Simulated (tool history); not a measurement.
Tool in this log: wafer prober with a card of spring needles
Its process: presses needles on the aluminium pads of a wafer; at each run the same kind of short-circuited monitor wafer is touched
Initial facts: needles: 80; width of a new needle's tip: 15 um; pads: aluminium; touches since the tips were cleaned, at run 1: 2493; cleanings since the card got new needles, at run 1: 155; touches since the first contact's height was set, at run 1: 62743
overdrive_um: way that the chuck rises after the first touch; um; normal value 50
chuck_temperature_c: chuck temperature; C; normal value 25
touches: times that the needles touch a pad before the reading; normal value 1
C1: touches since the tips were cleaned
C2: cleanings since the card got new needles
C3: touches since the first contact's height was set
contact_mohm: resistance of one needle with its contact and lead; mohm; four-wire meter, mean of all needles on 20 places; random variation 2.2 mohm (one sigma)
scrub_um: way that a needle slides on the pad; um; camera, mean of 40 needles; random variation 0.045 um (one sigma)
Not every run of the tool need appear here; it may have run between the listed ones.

Run 1, day 0: usual settings; C1 2493; C2 155; C3 62743. Result: contact_mohm 375 mohm, scrub_um 12.51 um.
At day 0.146: tips cleaned on abrasive film.
At day 0.433: tips cleaned on abrasive film.
At day 0.792: tips cleaned on abrasive film.
At day 1.15: tips cleaned on abrasive film.
At day 1.304: height of the first contact set anew.
At day 1.45: tips cleaned on abrasive film.
At day 1.808: tips cleaned on abrasive film.
At day 2.096: tips cleaned on abrasive film.
At day 2.383: tips cleaned on abrasive film.
At day 2.746: tips cleaned on abrasive film.
Run 2, day 2.767: usual settings but chuck_temperature_c 51 C; C1 278; C2 164; C3 17742. Result: contact_mohm 289 mohm, scrub_um 12.77 um.
At day 3.054: tips cleaned on abrasive film.
At day 3.412: tips cleaned on abrasive film.
At day 3.771: tips cleaned on abrasive film.
At day 4.129: tips cleaned on abrasive film.
At day 4.488: tips cleaned on abrasive film.
Run 3, day 4.546: usual settings but overdrive_um 41 um; C1 693; C2 169; C3 39393. Result: contact_mohm 341 mohm, scrub_um 10.2 um.
At day 4.833: tips cleaned on abrasive film.
At day 5.192: tips cleaned on abrasive film.
At day 5.55: tips cleaned on abrasive film.
At day 5.908: tips cleaned on abrasive film.
At day 6.196: tips cleaned on abrasive film.
At day 6.554: tips cleaned on abrasive film.
At day 6.842: tips cleaned on abrasive film.
Run 4, day 7.054: usual settings; C1 2611; C2 176; C3 69946. Result: contact_mohm 391 mohm, scrub_um 12.26 um.
At day 7.2: tips cleaned on abrasive film.
At day 7.488: tips cleaned on abrasive film.
At day 7.783: height of the first contact set anew.
At day 7.858: tips cleaned on abrasive film.
At day 8.217: tips cleaned on abrasive film.
At day 8.575: tips cleaned on abrasive film.
At day 8.862: tips cleaned on abrasive film.
At day 9.225: tips cleaned on abrasive film.
At day 9.583: tips cleaned on abrasive film.
Run 5, day 9.679: usual settings; C1 1223; C2 184; C3 23054. Result: contact_mohm 334 mohm, scrub_um 12.64 um.
At day 9.9: tips cleaned on abrasive film.
At day 10.188: tips cleaned on abrasive film.
At day 10.475: tips cleaned on abrasive film.
At day 10.833: tips cleaned on abrasive film.
At day 11.192: tips cleaned on abrasive film.
At day 11.55: tips cleaned on abrasive film.
At day 11.838: tips cleaned on abrasive film.
At day 12.125: tips cleaned on abrasive film.
Run 6, day 12.204: usual settings but chuck_temperature_c 87 C; C1 973; C2 192; C3 53715. Result: contact_mohm 352 mohm, scrub_um 12.46 um.
At day 12.421: tips cleaned on abrasive film.
At day 12.708: tips cleaned on abrasive film.
At day 12.996: tips cleaned on abrasive film.
At day 13.354: tips cleaned on abrasive film.
At day 13.642: tips cleaned on abrasive film.
At day 14: tips cleaned on abrasive film.
At day 14.288: tips cleaned on abrasive film.
At day 14.3: height of the first contact set anew.
Run 7, day 14.321: usual settings but chuck_temperature_c 87 C; C1 252; C2 199; C3 252. Result: contact_mohm 300 mohm, scrub_um 12.9 um.
At day 14.608: tips cleaned on abrasive film.
At day 14.896: tips cleaned on abrasive film.
At day 15.254: tips cleaned on abrasive film.
At day 15.612: tips cleaned on abrasive film.
At day 15.904: tips cleaned on abrasive film.
At day 16.192: tips cleaned on abrasive film.
At day 16.5: tips cleaned on abrasive film.
Run 8, day 16.5: usual settings but overdrive_um 54 um, chuck_temperature_c 87 C; C1 0; C2 206; C3 26705. Result: contact_mohm 279 mohm, scrub_um 13.77 um.
At day 16.788: tips cleaned on abrasive film.
At day 17.075: tips cleaned on abrasive film.
At day 17.433: tips cleaned on abrasive film.
At day 17.792: tips cleaned on abrasive film.
At day 18.15: tips cleaned on abrasive film.
At day 18.438: tips cleaned on abrasive film.
Run 9, day 18.708: usual settings but touches 2; C1 3351; C2 212; C3 53632. Result: contact_mohm 357 mohm, scrub_um 12.48 um.
At day 18.783: tips cleaned on abrasive film.
At day 19.071: tips cleaned on abrasive film.
At day 19.358: tips cleaned on abrasive film.
At day 19.65: tips cleaned on abrasive film.
At day 19.938: tips cleaned on abrasive film.
Run 10, day 20.142: usual settings; C1 2524; C2 217; C3 71000. Result: contact_mohm 402 mohm, scrub_um 12.35 um.
At day 20.288: tips cleaned on abrasive film.
At day 20.575: tips cleaned on abrasive film.
At day 20.8: height of the first contact set anew.
At day 20.875: tips cleaned on abrasive film.
At day 21.233: tips cleaned on abrasive film.
At day 21.592: tips cleaned on abrasive film.
At day 21.95: tips cleaned on abrasive film.
At day 22.238: tips cleaned on abrasive film.
Run 11, day 22.246: usual settings; C1 92; C2 224; C3 17556. Result: contact_mohm 288 mohm, scrub_um 12.73 um.
At day 22.533: tips cleaned on abrasive film.
At day 22.821: tips cleaned on abrasive film.
At day 23.179: tips cleaned on abrasive film.
Run 12, day 23.375: usual settings but chuck_temperature_c 64 C, touches 3; C1 2394; C2 227; C3 31305. Result: contact_mohm 321 mohm, scrub_um 12.62 um.
At day 23.521: tips cleaned on abrasive film.
At day 23.808: tips cleaned on abrasive film.
At day 24.096: tips cleaned on abrasive film.
At day 24.454: tips cleaned on abrasive film.
At day 24.812: tips cleaned on abrasive film.
Run 13, day 25.038: usual settings but overdrive_um 67 um, chuck_temperature_c 37 C, touches 2; C1 2758; C2 232; C3 51527. Result: contact_mohm 312 mohm, scrub_um 16.86 um.
At day 25.112: tips cleaned on abrasive film.
At day 25.4: tips cleaned on abrasive film.
At day 25.688: tips cleaned on abrasive film.
At day 25.975: tips cleaned on abrasive film.
At day 26.333: tips cleaned on abrasive film.
At day 26.621: tips cleaned on abrasive film.
Run 14, day 26.842: usual settings but overdrive_um 67 um, chuck_temperature_c 37 C, touches 2; C1 2728; C2 238; C3 73463. Result: contact_mohm 309 mohm, scrub_um 16.62 um.
At day 26.917: tips cleaned on abrasive film.
At day 27.204: tips cleaned on abrasive film.
At day 27.288: height of the first contact set anew.
At day 27.504: tips cleaned on abrasive film.
At day 27.862: tips cleaned on abrasive film.
At day 28.15: tips cleaned on abrasive film.
Run 15, day 28.267: usual settings but overdrive_um 36 um, chuck_temperature_c 92 C, touches 2; C1 1427; C2 243; C3 11906. Result: contact_mohm 391 mohm, scrub_um 9.17 um.
At day 28.483: tips cleaned on abrasive film.
At day 28.771: tips cleaned on abrasive film.
At day 29.058: tips cleaned on abrasive film.
At day 29.346: tips cleaned on abrasive film.
At day 29.633: tips cleaned on abrasive film.
At day 29.996: tips cleaned on abrasive film.
Run 16, day 30.079: usual settings but chuck_temperature_c 58 C, touches 3; C1 1046; C2 249; C3 33908. Result: contact_mohm 298 mohm, scrub_um 12.61 um.
At day 30.296: tips cleaned on abrasive film.
At day 30.654: tips cleaned on abrasive film.
At day 31.012: tips cleaned on abrasive film.
At day 31.3: tips cleaned on abrasive film.
At day 31.658: tips cleaned on abrasive film.
At day 31.946: tips cleaned on abrasive film.
At day 32.233: tips cleaned on abrasive film.
At day 32.592: tips cleaned on abrasive film.
Run 17, day 32.7: usual settings but chuck_temperature_c 58 C, touches 3; C1 1322; C2 257; C3 65793. Result: contact_mohm 314 mohm, scrub_um 12.34 um.
At day 32.917: tips cleaned on abrasive film.
At day 33.204: tips cleaned on abrasive film.
At day 33.492: tips cleaned on abrasive film.
At day 33.788: height of the first contact set anew.
At day 33.854: tips cleaned on abrasive film.
Run 18, day 33.854: usual settings but overdrive_um 37 um, chuck_temperature_c 38 C; C1 0; C2 261; C3 737. Result: contact_mohm 304 mohm, scrub_um 9.52 um.
At day 34.212: tips cleaned on abrasive film.
At day 34.571: tips cleaned on abrasive film.
At day 34.858: tips cleaned on abrasive film.
At day 35.217: tips cleaned on abrasive film.
At day 35.504: tips cleaned on abrasive film.
At day 35.792: tips cleaned on abrasive film.
Run 19, day 35.962: usual settings but overdrive_um 37 um, chuck_temperature_c 38 C; C1 2086; C2 267; C3 26398. Result: contact_mohm 533 mohm, scrub_um 9.3 um.
At day 36.108: tips cleaned on abrasive film.
At day 36.467: tips cleaned on abrasive film.
At day 36.754: tips cleaned on abrasive film.
At day 37.042: tips cleaned on abrasive film.
At day 37.4: tips cleaned on abrasive film.
At day 37.688: tips cleaned on abrasive film.
At day 38.046: tips cleaned on abrasive film.
At day 38.333: tips cleaned on abrasive film.
Run 20, day 38.421: usual settings but overdrive_um 58 um; C1 1078; C2 275; C3 56293. Result: contact_mohm 346 mohm, scrub_um 14.41 um.
At day 38.638: tips cleaned on abrasive film.
At day 38.996: tips cleaned on abrasive film.
At day 39.354: tips cleaned on abrasive film.
At day 39.642: tips cleaned on abrasive film.
Run 21, day 39.717: usual settings but overdrive_um 58 um; C1 874; C2 279; C3 72010. Result: contact_mohm 334 mohm, scrub_um 14.42 um.
At day 40: tips cleaned on abrasive film.
At day 40.288: tips cleaned on abrasive film.
At day 40.3: height of the first contact set anew.
At day 40.588: tips cleaned on abrasive film.
At day 40.875: tips cleaned on abrasive film.
At day 41.162: tips cleaned on abrasive film.
At day 41.521: tips cleaned on abrasive film.
Run 22, day 41.608: usual settings but overdrive_um 39 um, chuck_temperature_c 78 C, touches 3; C1 1078; C2 285; C3 15922. Result: contact_mohm 335 mohm, scrub_um 9.88 um.

Consider 4 possible next runs. They are alternatives, not a sequence: every one starts from the tool as it was left by run 22. What does each give?
At day 41.825: tips cleaned on abrasive film.
At day 42.112: tips cleaned on abrasive film.
At day 42.471: tips cleaned on abrasive film.
At day 42.758: tips cleaned on abrasive film.
Run A, day 42.775: usual settings but overdrive_um 34 um, chuck_temperature_c 27 C, touches 3; C1 193; C2 289; C3 30086. Result: contact_mohm ?, scrub_um ?.
At day 41.825: tips cleaned on abrasive film.
At day 42.112: tips cleaned on abrasive film.
At day 42.471: tips cleaned on abrasive film.
At day 42.758: tips cleaned on abrasive film.
Run B, day 42.775: usual settings but overdrive_um 48 um, chuck_temperature_c 87 C, touches 2; C1 193; C2 289; C3 30086. Result: contact_mohm ?, scrub_um ?.
At day 41.825: tips cleaned on abrasive film.
At day 42.112: tips cleaned on abrasive film.
At day 42.471: tips cleaned on abrasive film.
At day 42.758: tips cleaned on abrasive film.
Run C, day 42.775: usual settings but overdrive_um 59 um, chuck_temperature_c 75 C; C1 193; C2 289; C3 30086. Result: contact_mohm ?, scrub_um ?.
At day 41.825: tips cleaned on abrasive film.
At day 42.112: tips cleaned on abrasive film.
At day 42.471: tips cleaned on abrasive film.
At day 42.758: tips cleaned on abrasive film.
Run D, day 42.775: usual settings but overdrive_um 47 um, chuck_temperature_c 28 C, touches 3; C1 193; C2 289; C3 30086. Result: contact_mohm ?, scrub_um ?.

run  contact_mohm  scrub_um
  A           297      8.47
  B           296     12.15
  C           296     14.94
  D           275     11.89
Stripped of hidden state, with their random variation kept, the same runs would have yielded:
run  contact_mohm  scrub_um
  A           258       8.7
  B           265     12.38
  C           265     15.17
  D           252     12.13
